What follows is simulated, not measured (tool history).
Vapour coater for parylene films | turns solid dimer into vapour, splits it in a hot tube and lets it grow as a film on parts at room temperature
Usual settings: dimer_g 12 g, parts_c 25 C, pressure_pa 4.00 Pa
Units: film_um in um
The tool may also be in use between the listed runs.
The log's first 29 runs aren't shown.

| run | hour | dimer_g | parts_c | pressure_pa | film_um |
|---|---|---|---|---|---|
| 30 | 842.1 | 13 | 30 | 2.75 | 8.09 |
| 31 | 868.6 | 12 | 24 | 3.22 | 8.09 |
| 32 | 906.0 | 12 | 21 | 4.00 | 8.39 |
| 33 | 935.9 | 7 | 25 | 9.84 | 4.03 |
| 34 | 968.8 | 7 | 19 | 10.84 | 4.43 |
| 35 | 998.7 | 12 | 33 | 4.00 | 6.75 |
| 36 | 1027.4 | 12 | 33 | 4.00 | 6.72 |
| 37 | 1064.6 | 7 | 23 | 3.69 | 4.72 |
| 38 | 1098.8 | 7 | 23 | 3.69 | 4.73 |
| 39 | 1128.3 | 7 | 23 | 3.69 | 4.70 |
| 40 | 1167.0 | 6 | 25 | 4.00 | 3.88 |
|  | 1176.2 | table's thermometer calibrated |
| 41 | 1194.6 | 12 | 30 | 2.62 | 7.55 |
|  | 1233.6 | trap's valve overhauled |
| 42 | 1240.0 | 11 | 22 | 5.17 | 7.19 |
| 43 | 1275.4 | 11 | 22 | 5.17 | 7.23 |
| 44 | 1308.1 | 8 | 22 | 3.99 | 5.47 |
| 45 | 1345.5 | 8 | 22 | 3.99 | 5.47 |
| 46 | 1366.2 | 14 | 31 | 6.01 | 7.70 |
| 47 | 1394.3 | 14 | 31 | 6.01 | 7.71 |

4 ways to go on from here, each from the tool as it stands after run 47. What would each give?
| A | 1433.9 | 12 | 22 | 4.00 | ? |
| B | 1433.9 | 19 | 25 | 4.00 | ? |
| C | 1433.9 | 9 | 17 | 6.24 | ? |
| D | 1433.9 | 12 | 33 | 4.00 | ? |

| run | film_um |
|---|---|
| A | 8.24 |
| B | 12.27 |
| C | 6.30 |
| D | 6.76 |
Without the tool's hidden state the same runs would have given:
| run | film_um |
|---|---|
| A | 8.24 |
| B | 12.28 |
| C | 6.31 |
| D | 6.76 |

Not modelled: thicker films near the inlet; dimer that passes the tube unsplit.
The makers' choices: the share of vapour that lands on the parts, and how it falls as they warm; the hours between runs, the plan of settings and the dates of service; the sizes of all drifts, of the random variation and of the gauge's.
